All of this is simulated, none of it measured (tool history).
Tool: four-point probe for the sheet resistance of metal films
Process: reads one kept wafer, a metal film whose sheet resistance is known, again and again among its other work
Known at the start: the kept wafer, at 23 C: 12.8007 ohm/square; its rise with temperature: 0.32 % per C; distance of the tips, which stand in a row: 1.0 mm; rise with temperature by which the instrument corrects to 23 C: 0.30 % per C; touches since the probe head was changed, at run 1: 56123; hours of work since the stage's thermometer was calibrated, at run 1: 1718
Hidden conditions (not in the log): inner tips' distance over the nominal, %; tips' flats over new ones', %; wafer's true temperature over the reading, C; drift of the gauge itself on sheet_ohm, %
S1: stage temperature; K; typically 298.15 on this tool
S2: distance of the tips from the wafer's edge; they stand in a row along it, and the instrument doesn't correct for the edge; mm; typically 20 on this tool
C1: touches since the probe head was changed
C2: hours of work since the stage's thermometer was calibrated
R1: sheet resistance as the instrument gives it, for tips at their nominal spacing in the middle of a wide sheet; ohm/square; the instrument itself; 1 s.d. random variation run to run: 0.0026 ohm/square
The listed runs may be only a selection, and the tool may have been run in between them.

{"run": 1, "day": 0.0, "S1": 298.15, "S2": 20, "C1": 56123, "C2": 1718, "R1": 12.778385}
{"run": 2, "day": 2.346, "S1": 298.15, "S2": 20, "C1": 58609, "C2": 1753, "R1": 12.781414}
{"run": 3, "day": 3.633, "S1": 298.15, "S2": 20, "C1": 59973, "C2": 1773, "R1": 12.783944}
{"run": 4, "day": 5.533, "S1": 298.15, "S2": 4, "C1": 61988, "C2": 1801, "R1": 13.178303}
{"run": 5, "day": 7.042, "S1": 298.15, "S2": 4, "C1": 63586, "C2": 1824, "R1": 13.176693}
{"run": 6, "day": 8.112, "S1": 298.15, "S2": 4, "C1": 64721, "C2": 1840, "R1": 13.176329}
{"run": 7, "day": 9.804, "S1": 298.15, "S2": 4, "C1": 66514, "C2": 1865, "R1": 13.175825}
{"run": 8, "day": 11.892, "S1": 292.15, "S2": 4, "C1": 68723, "C2": 1897, "R1": 13.154177}
{"run": 9, "day": 13.258, "S1": 292.15, "S2": 4, "C1": 70174, "C2": 1917, "R1": 13.154658}
{"run": 10, "day": 14.767, "S1": 298.15, "S2": 40, "C1": 71771, "C2": 1940, "R1": 12.759058}
{"run": 11, "day": 15.912, "S1": 298.15, "S2": 20, "C1": 72985, "C2": 1957, "R1": 12.770918}
{"run": 12, "day": 17.358, "S1": 298.15, "S2": 20, "C1": 74516, "C2": 1979, "R1": 12.772718}
{"run": 13, "day": 19.075, "S1": 298.15, "S2": 20, "C1": 76336, "C2": 2005, "R1": 12.770098}
{"run": 14, "day": 21.183, "S1": 298.15, "S2": 20, "C1": 78572, "C2": 2037, "R1": 12.770834}
{"run": 15, "day": 22.65, "S1": 298.15, "S2": 20, "C1": 80125, "C2": 2059, "R1": 12.768281}
{"run": 16, "day": 23.721, "S1": 298.15, "S2": 20, "C1": 81259, "C2": 2075, "R1": 12.769758}
{"run": 17, "day": 25.304, "S1": 298.15, "S2": 20, "C1": 82939, "C2": 2098, "R1": 12.770738}
{"run": 18, "day": 26.729, "S1": 298.15, "S2": 20, "C1": 84446, "C2": 2120, "R1": 12.766452}
{"run": 19, "day": 28.862, "S1": 298.15, "S2": 20, "C1": 86708, "C2": 2152, "R1": 12.768547}
{"run": 20, "day": 29.858, "S1": 298.15, "S2": 29, "C1": 87763, "C2": 2167, "R1": 12.75272}
{"run": 21, "day": 31.921, "S1": 298.15, "S2": 29, "C1": 89952, "C2": 2198, "R1": 12.751106}
{"run": 22, "day": 33.688, "S1": 298.15, "S2": 29, "C1": 91823, "C2": 2225, "R1": 12.75739}
{"run": 23, "day": 35.758, "S1": 298.15, "S2": 29, "C1": 94016, "C2": 2256, "R1": 12.749803}
{"run": 24, "day": 37.438, "S1": 308.15, "S2": 21, "C1": 95795, "C2": 2281, "R1": 12.790342}
{"run": 25, "day": 39.521, "S1": 307.15, "S2": 41, "C1": 98005, "C2": 2312, "R1": 12.77129}
{"run": 26, "day": 40.862, "S1": 307.15, "S2": 41, "C1": 99425, "C2": 2332, "R1": 12.767361}
{"day": 41.008, "done": "stage's thermometer calibrated"}
{"run": 27, "day": 42.575, "S1": 304.15, "S2": 7, "C1": 101219, "C2": 24, "R1": 12.881865}
{"run": 28, "day": 44.279, "S1": 292.15, "S2": 18, "C1": 103025, "C2": 49, "R1": 12.730528}
{"run": 29, "day": 46.525, "S1": 292.15, "S2": 6, "C1": 105403, "C2": 83, "R1": 12.893038}
{"run": 30, "day": 48.071, "S1": 295.15, "S2": 57, "C1": 107044, "C2": 106, "R1": 12.717064}
{"run": 31, "day": 49.067, "S1": 302.15, "S2": 51, "C1": 108096, "C2": 121, "R1": 12.736139}
{"run": 32, "day": 51.012, "S1": 303.15, "S2": 13, "C1": 110159, "C2": 150, "R1": 12.775159}
{"run": 33, "day": 53.104, "S1": 303.15, "S2": 13, "C1": 112375, "C2": 182, "R1": 12.774171}
{"run": 34, "day": 54.304, "S1": 303.15, "S2": 13, "C1": 113648, "C2": 200, "R1": 12.775257}
{"run": 35, "day": 55.346, "S1": 305.15, "S2": 3, "C1": 114750, "C2": 216, "R1": 13.456749}
{"run": 36, "day": 57.338, "S1": 296.15, "S2": 30, "C1": 116861, "C2": 245, "R1": 12.718899}
{"run": 37, "day": 58.483, "S1": 296.15, "S2": 30, "C1": 118076, "C2": 263, "R1": 12.721277}
{"run": 38, "day": 59.746, "S1": 296.15, "S2": 30, "C1": 119415, "C2": 282, "R1": 12.722661}
{"run": 39, "day": 62.067, "S1": 304.15, "S2": 31, "C1": 121874, "C2": 317, "R1": 12.741349}
{"run": 40, "day": 63.496, "S1": 298.15, "S2": 20, "C1": 123388, "C2": 338, "R1": 12.730202}
{"run": 41, "day": 65.85, "S1": 298.15, "S2": 20, "C1": 125883, "C2": 374, "R1": 12.728946}
{"run": 42, "day": 67.454, "S1": 294.15, "S2": 11, "C1": 127584, "C2": 398, "R1": 12.755959}
{"run": 43, "day": 69.171, "S1": 293.15, "S2": 69, "C1": 129400, "C2": 423, "R1": 12.698322}
{"run": 44, "day": 71.508, "S1": 293.15, "S2": 69, "C1": 131878, "C2": 459, "R1": 12.697298}
{"run": 45, "day": 72.575, "S1": 293.15, "S2": 69, "C1": 133009, "C2": 475, "R1": 12.69577}

Measured less the same run without the tool's hidden state. The same run-to-run variation is in both; the gauge's scatter may not be:
run=1 R1=-0.040275
run=2 R1=-0.041834
run=3 R1=-0.042638
run=4 R1=-0.045017
run=5 R1=-0.046132
run=6 R1=-0.04685
run=7 R1=-0.047926
run=8 R1=-0.048971
run=9 R1=-0.04986
run=10 R1=-0.049656
run=11 R1=-0.050448
run=12 R1=-0.051326
run=13 R1=-0.052345
run=14 R1=-0.0537
run=15 R1=-0.054617
run=16 R1=-0.055295
run=17 R1=-0.056338
run=18 R1=-0.05712
run=19 R1=-0.058359
run=20 R1=-0.058902
run=21 R1=-0.060202
run=22 R1=-0.061408
run=23 R1=-0.062587
run=24 R1=-0.064424
run=25 R1=-0.065582
run=26 R1=-0.066472
run=27 R1=-0.080028
run=28 R1=-0.080229
run=29 R1=-0.082532
run=30 R1=-0.082447
run=31 R1=-0.083252
run=32 R1=-0.084834
run=33 R1=-0.08613
run=34 R1=-0.086805
run=35 R1=-0.091715
run=36 R1=-0.088255
run=37 R1=-0.088923
run=38 R1=-0.089728
run=39 R1=-0.09129
run=40 R1=-0.092055
run=41 R1=-0.093508
run=42 R1=-0.094631
run=43 R1=-0.095271
run=44 R1=-0.096801
run=45 R1=-0.097435
